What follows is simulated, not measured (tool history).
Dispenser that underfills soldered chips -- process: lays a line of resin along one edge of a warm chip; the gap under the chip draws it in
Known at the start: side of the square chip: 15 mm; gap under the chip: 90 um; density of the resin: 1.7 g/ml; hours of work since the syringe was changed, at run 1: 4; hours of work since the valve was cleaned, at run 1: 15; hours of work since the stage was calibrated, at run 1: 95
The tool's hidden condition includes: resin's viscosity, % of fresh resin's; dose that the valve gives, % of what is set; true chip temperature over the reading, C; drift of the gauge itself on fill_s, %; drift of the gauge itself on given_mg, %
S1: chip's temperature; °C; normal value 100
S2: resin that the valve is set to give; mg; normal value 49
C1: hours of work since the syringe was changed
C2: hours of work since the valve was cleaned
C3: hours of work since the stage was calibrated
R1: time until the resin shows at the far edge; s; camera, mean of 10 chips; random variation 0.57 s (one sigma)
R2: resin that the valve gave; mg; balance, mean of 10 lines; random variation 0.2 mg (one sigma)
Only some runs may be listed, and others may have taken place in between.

run,hour,S1,S2,C1,C2,C3,R1,R2
1,0,100,49,4,15,95,59.6,48.12
# hour 3.7: new syringe of resin
2,5.6,100,49,1,19,99,52.3,48.24
3,9.5,94,49,4,22,102,70.2,48.1
# hour 12.8: new syringe of resin
4,15.6,94,49,2,26,106,62.5,47.95
5,18.3,94,49,4,28,108,69.6,47.98
# hour 21.9: new syringe of resin
6,24.1,94,49,2,32,112,59,47.14
7,27.1,94,49,4,34,114,67.3,47.91
8,30.3,94,49,6,36,117,75.8,47.23
# hour 31: new syringe of resin
9,33,94,49,1,38,118,61.4,47.35
10,36,94,42.4,4,40,121,72.3,40.96
11,38.4,107,60.7,5,42,122,52.7,58.45
# hour 40.1: new syringe of resin
12,44.3,107,60.7,3,46,126,45.5,57.71
# hour 49.2: new syringe of resin
13,49.2,100,56.4,0,49,130,46.6,53.59
14,52.2,100,56.4,2,51,132,53.7,53.59
15,55.7,86,54.2,5,54,134,87.9,52.02
# hour 58.3: new syringe of resin
16,59,100,54.2,0,56,137,50,51.62
17,64.4,101,54.2,4,60,141,59.2,51.35
# hour 67.5: new syringe of resin
18,67.7,109,59.7,0,62,143,38.4,56.25

Each row is a separate what-if for the run after 18, all from the same tool condition, not one after another. Results?
A,72.4,95,60.3,4,66,146,?,?
B,72.4,89,50.3,4,66,146,?,?
C,72.4,90,53.7,4,66,146,?,?
D,72.4,109,48,4,66,146,?,?
E,72.4,103,47.5,4,66,146,?,?

run,R1,R2
A,63.8,56.59
B,77,47
C,73.9,50.52
D,47.6,45.24
E,55,44.63
The same runs, with their run-to-run variation unchanged, on a tool lacking any hidden condition would have given:
run,R1,R2
A,53.9,60.25
B,64.5,50.03
C,62.1,53.78
D,39.7,48.16
E,45.9,47.51
